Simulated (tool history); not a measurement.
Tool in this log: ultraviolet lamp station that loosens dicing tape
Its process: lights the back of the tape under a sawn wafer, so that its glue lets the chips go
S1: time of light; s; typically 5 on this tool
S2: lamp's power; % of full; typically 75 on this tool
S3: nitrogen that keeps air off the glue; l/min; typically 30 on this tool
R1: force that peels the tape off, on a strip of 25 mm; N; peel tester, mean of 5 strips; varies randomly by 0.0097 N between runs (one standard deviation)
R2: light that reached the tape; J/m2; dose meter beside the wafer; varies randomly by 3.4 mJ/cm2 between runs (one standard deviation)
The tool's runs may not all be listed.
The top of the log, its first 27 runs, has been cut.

run	hour	S1	S2	S3	R1	R2
28	256.7	3	67	30	1.716	2410
# hour 259.4: window cleaned of glue's vapour
29	268.9	7	67	30	0.333	6140
30	279.8	7	67	30	0.338	6060
31	290.9	7	66	30	0.356	6020
32	301.5	7	66	27	0.378	5920
33	314.7	5	66	18	1.016	4220
34	320.9	5	85	30	0.413	5440
35	333.2	5	85	30	0.423	5400
36	344.9	3	90	11	1.954	3440
37	356.3	7	72	16	0.521	6430
38	369.9	9	83	27	0.207	9440
39	380.3	4	80	14	1.337	4020
40	392.8	4	80	14	1.389	3960
41	404.2	5	64	52	0.508	4010
42	414.5	5	64	40	0.613	3930
43	428.9	9	79	40	0.190	8630
44	435.5	2	98	30	1.686	2410

Branching from run 44: 4 alternative next runs. What would each branch give?
A	443.4	2	75	30	?	?
B	443.4	9	98	54	?	?
C	443.4	5	89	30	?	?
D	443.4	2	94	40	?	?

run	R1	R2
A	2.304	1830
B	0.181	10780
C	0.400	5420
D	1.552	2300
With the hidden condition removed and each run's random variation left untouched, the same runs would have given:
run	R1	R2
A	1.891	2180
B	0.179	12820
C	0.294	6450
D	1.193	2740
